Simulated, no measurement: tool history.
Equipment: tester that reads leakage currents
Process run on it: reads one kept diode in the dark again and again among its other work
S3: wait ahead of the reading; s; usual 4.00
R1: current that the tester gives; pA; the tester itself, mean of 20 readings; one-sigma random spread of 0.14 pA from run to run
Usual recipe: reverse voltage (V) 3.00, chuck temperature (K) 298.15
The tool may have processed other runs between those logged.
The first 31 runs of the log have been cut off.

{"run": 32, "hour": 1158.1, "reverse voltage (V)": 16.12, "chuck temperature (K)": 298.15, "S3": 4.2, "R1": 108.65}
{"run": 33, "hour": 1201.7, "reverse voltage (V)": 2.47, "chuck temperature (K)": 298.15, "S3": 4.0, "R1": 37.67}
{"hour": 1232.5, "done": "probe card cleaned and baked"}
{"run": 34, "hour": 1238.8, "reverse voltage (V)": 2.47, "chuck temperature (K)": 298.15, "S3": 4.0, "R1": 37.79}
{"run": 35, "hour": 1285.1, "reverse voltage (V)": 2.47, "chuck temperature (K)": 298.15, "S3": 4.0, "R1": 37.67}
{"run": 36, "hour": 1318.4, "reverse voltage (V)": 19.54, "chuck temperature (K)": 296.15, "S3": 1.95, "R1": 103.91}
{"run": 37, "hour": 1360.2, "reverse voltage (V)": 1.3, "chuck temperature (K)": 313.15, "S3": 1.54, "R1": 81.86}
{"run": 38, "hour": 1405.9, "reverse voltage (V)": 1.84, "chuck temperature (K)": 321.15, "S3": 3.66, "R1": 175.64}
{"run": 39, "hour": 1456.4, "reverse voltage (V)": 5.23, "chuck temperature (K)": 309.15, "S3": 4.0, "R1": 133.68}

Run 40 is up next; what results do you expect?
{"run": 40, "hour": 1497.9, "reverse voltage (V)": 5.23, "chuck temperature (K)": 309.15, "S3": 4.0, "R1": "?"}

Run 40 yielded R1 133.69 pA.
Had the tool carried no hidden state, the very same run would have given R1 133.71 pA.

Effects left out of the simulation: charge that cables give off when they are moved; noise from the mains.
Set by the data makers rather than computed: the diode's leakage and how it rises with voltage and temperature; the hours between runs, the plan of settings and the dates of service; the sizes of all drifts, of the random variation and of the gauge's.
